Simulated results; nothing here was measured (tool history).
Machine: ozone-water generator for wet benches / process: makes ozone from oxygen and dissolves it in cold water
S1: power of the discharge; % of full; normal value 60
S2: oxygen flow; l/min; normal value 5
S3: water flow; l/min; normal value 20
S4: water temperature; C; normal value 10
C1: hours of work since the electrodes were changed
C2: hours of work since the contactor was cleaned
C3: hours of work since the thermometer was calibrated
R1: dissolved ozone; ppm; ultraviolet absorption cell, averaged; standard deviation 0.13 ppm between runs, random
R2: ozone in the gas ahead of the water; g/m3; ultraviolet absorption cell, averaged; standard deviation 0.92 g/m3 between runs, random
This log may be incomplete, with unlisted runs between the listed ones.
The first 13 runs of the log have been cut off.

run 14 hour=570.8 | S1=46 S2=5 S3=20 S4=14 | C1=1956 C2=6711 C3=2563 | R1=9.7 R2=121.9
run 15 hour=629.2 | S1=46 S2=5 S3=20 S4=14 | C1=2012 C2=6768 C3=2619 | R1=9.7 R2=122.6
-- hour=658.5 water thermometer calibrated
run 16 hour=672.6 | S1=51 S2=5 S3=20 S4=15 | C1=2054 C2=6809 C3=14 | R1=10.3 R2=132.6
run 17 hour=729.6 | S1=64 S2=5.11 S3=19 S4=14 | C1=2109 C2=6864 C3=69 | R1=13.1 R2=157.9
run 18 hour=787.9 | S1=64 S2=5.11 S3=19 S4=14 | C1=2165 C2=6921 C3=125 | R1=13.2 R2=158.7
run 19 hour=840.2 | S1=64 S2=5.11 S3=19 S4=14 | C1=2216 C2=6971 C3=176 | R1=13.3 R2=156.1
run 20 hour=878 | S1=73 S2=3.28 S3=12 S4=9 | C1=2252 C2=7008 C3=212 | R1=26.9 R2=238.3
run 21 hour=915.3 | S1=73 S2=3.28 S3=12 S4=9 | C1=2288 C2=7044 C3=248 | R1=26.9 R2=237.9
run 22 hour=955.3 | S1=60 S2=5 S3=20 S4=7 | C1=2327 C2=7083 C3=287 | R1=12.8 R2=152.5
run 23 hour=994.4 | S1=60 S2=5.3 S3=20 S4=6 | C1=2365 C2=7120 C3=325 | R1=13 R2=146.2
run 24 hour=1030.8 | S1=60 S2=5.33 S3=20 S4=6 | C1=2400 C2=7156 C3=360 | R1=13.2 R2=144.6
run 25 hour=1060.1 | S1=60 S2=5 S3=18 S4=6 | C1=2428 C2=7184 C3=388 | R1=14.8 R2=150.3
run 26 hour=1096.1 | S1=59 S2=3.92 S3=18 S4=6 | C1=2463 C2=7219 C3=423 | R1=14.6 R2=175.9
run 27 hour=1147 | S1=60 S2=5 S3=20 S4=10 | C1=2512 C2=7268 C3=473 | R1=12.6 R2=150.9
run 28 hour=1171.9 | S1=60 S2=5 S3=12 S4=8 | C1=2537 C2=7292 C3=497 | R1=21.8 R2=150.7
run 29 hour=1219.2 | S1=42 S2=5 S3=12 S4=9 | C1=2582 C2=7338 C3=542 | R1=16.2 R2=112.8
run 30 hour=1254.2 | S1=57 S2=5 S3=12 S4=15 | C1=2616 C2=7372 C3=576 | R1=18.9 R2=145.4

Branching from run 30: 3 alternative next runs. What would each branch give?
run A hour=1307.6 | S1=62 S2=5 S3=18 S4=10 | C1=2668 C2=7423 C3=628 | R1=? R2=?
run B hour=1307.6 | S1=60 S2=5 S3=29 S4=7 | C1=2668 C2=7423 C3=628 | R1=? R2=?
run C hour=1307.6 | S1=60 S2=2.83 S3=20 S4=10 | C1=2668 C2=7423 C3=628 | R1=? R2=?

run=A R1=14.5 R2=154
run=B R1=8.2 R2=150.9
run=C R1=12.2 R2=224.7
Had the tool no hidden state, the same runs would have come out as:
run=A R1=16.4 R2=158.8
run=B R1=9.5 R2=155.5
run=C R1=13.8 R2=231.6
